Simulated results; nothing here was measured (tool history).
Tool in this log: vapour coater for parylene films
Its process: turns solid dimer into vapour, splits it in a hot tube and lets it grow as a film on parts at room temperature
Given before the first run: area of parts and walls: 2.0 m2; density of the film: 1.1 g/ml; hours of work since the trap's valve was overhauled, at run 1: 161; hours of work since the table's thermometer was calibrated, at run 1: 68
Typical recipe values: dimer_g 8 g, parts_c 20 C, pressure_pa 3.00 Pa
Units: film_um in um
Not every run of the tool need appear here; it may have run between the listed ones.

run	day	dimer_g	parts_c	pressure_pa	hours of work since the trap's valve was overhauled	hours of work since the table's thermometer was calibrated	film_um
1	0.000	8	20	3.00	161	68	2.49
2	0.842	8	20	5.10	170	76	2.22
3	1.342	8	20	5.10	175	82	2.24
4	1.825	8	20	5.10	180	86	2.21
5	2.458	8	20	2.56	186	93	2.50
6	3.346	5	20	2.56	195	102	1.57
7	4.388	8	20	6.10	206	112	2.10
8	5.375	14	25	7.45	216	122	3.22
9	6.233	3	18	3.44	224	131	0.92
10	6.817	3	25	8.04	230	137	0.68
11	7.371	4	16	3.00	236	142	1.29
12	8.158	5	12	3.00	244	150	1.72
13	8.671	5	12	3.00	249	155	1.73
# day 9.325: trap's valve overhauled
14	9.500	5	12	3.00	2	162	1.99

Hidden condition of the tool, last listed run before each entry between runs versus first listed run after:
In the gap between runs 13 and 14: trap's valve overhauled (day 9.325)
  vapour lost through the trap's worn valve, %: 11.5 -> 0.1; true temperature of the parts over the reading, C: 0.01 -> 0.02
  measured minus no-state result, film_um: -0.22 -> +0.00 um
